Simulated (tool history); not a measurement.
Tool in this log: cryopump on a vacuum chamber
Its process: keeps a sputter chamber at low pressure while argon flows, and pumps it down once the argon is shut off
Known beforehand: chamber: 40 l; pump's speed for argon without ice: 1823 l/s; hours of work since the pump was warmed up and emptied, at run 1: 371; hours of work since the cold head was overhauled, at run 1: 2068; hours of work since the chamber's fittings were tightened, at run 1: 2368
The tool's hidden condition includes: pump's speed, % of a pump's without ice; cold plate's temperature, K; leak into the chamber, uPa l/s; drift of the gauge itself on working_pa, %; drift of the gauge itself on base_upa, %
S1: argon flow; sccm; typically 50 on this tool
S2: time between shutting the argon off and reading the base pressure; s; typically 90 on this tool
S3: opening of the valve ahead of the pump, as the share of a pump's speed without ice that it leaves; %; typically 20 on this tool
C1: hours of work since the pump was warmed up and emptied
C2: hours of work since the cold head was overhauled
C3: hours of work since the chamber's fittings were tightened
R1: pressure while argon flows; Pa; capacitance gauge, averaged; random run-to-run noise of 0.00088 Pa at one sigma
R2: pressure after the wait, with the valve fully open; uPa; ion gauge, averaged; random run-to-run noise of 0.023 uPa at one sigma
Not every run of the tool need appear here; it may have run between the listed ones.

run    hour  S1   S2  S3   C1    C2    C3      R1    R2
  1     0.0  50   90  20  371  2068  2368  0.2387  2.08
  2    49.7  50   90  44  399  2096  2397  0.1119  2.13
  3    99.4  50   90  44  428  2124  2425  0.1124  2.09
  4   167.3  50   90  20  467  2163  2464  0.2386  2.25
  5   263.5  50   90  20  521  2218  2518  0.2395  2.26
  6   336.5  50   90  20  563  2260  2560  0.2421  2.25
  7   393.7  50   90  20  596  2292  2593  0.2412  2.30
  8   444.0  65   90  20  624  2321  2621  0.3136  2.33
  9   484.9  96   90  20  648  2344  2645  0.4639  2.26
 10   556.4  96   90  20  688  2385  2685  0.4665  2.41
 11   648.9  96   82  20  741  2438  2738  0.4698  2.52
 12   703.2  99   90  20  772  2469  2769  0.4831  2.47
 13   755.2  50   90  20  802  2498  2799  0.2461  2.51
      767.0  -- pump warmed up, emptied and cooled again
 14   820.4  50   90  20   30  2533  2833  0.2336  2.22
 15   895.1  50   90  20   73  2575  2876  0.2343  2.29
 16   988.5  50   90  50  126  2628  2929  0.0966  2.27
 17  1076.0  73   90  20  176  2678  2979  0.3456  2.31
 18  1166.6  82   90  21  228  2730  3030  0.3699  2.41
 19  1241.3  82  165  52  270  2772  3073  0.1557  2.20
 20  1320.2  91  145  19  315  2817  3118  0.4568  2.28
 21  1397.0  91   22  19  359  2861  3162  0.4576  4.48
     1407.1  -- leaking fittings of the chamber tightened, without venting
 22  1460.4  50   88  30  394  2896    30  0.1633  0.85
 23  1555.6  50   88  30  448  2950    85  0.1637  0.89
 24  1640.5  50   88  30  497  2999   133  0.1625  0.92
 25  1693.2  35   88  17  527  3029   163  0.1970  0.96
 26  1762.1  35   88  17  566  3068   202  0.1973  0.95
 27  1837.6  70   43  35  609  3111   245  0.2021  1.62
 28  1886.7  50   58  20  637  3139   273  0.2432  1.37
 29  1942.7  50   25  42  669  3171   305  0.1228  2.62
 30  2004.8  79   94  23  704  3206   341  0.3388  1.00
 31  2083.2  30  206  44  749  3251   385  0.0720  0.73
 32  2151.4  88  159  37  788  3290   424  0.2460  0.81
     2191.3  -- pump warmed up, emptied and cooled again
 33  2243.3  50   56  38   30  3340   474  0.1261  1.47

Hidden state or all else? Some run-to-run changes of R1, split into what the settings, what came in and random variation would give without the hidden state, and what is left for the hidden state (with any gauge scatter that isn't in both results):
Run 19 -> 20: S1 82 -> 91, S2 165 -> 145, S3 52 -> 19. R1 +0.3011 Pa: hidden state +0.0022, all else +0.2989.
Run 21 -> 22: S1 91 -> 50, S2 22 -> 88, S3 19 -> 30, leaking fittings of the chamber tightened, without venting. R1 -0.2943 Pa: hidden state -0.0054, all else -0.2889.
Run 30 -> 31: S1 79 -> 30, S2 94 -> 206, S3 23 -> 44. R1 -0.2668 Pa: hidden state -0.0121, all else -0.2547.
Run 31 -> 32: S1 30 -> 88, S2 206 -> 159, S3 44 -> 37. R1 +0.1740 Pa: hidden state +0.0174, all else +0.1566.
Run 32 -> 33: S1 88 -> 50, S2 159 -> 56, S3 37 -> 38, pump warmed up, emptied and cooled again. R1 -0.1199 Pa: hidden state -0.0224, all else -0.0975.
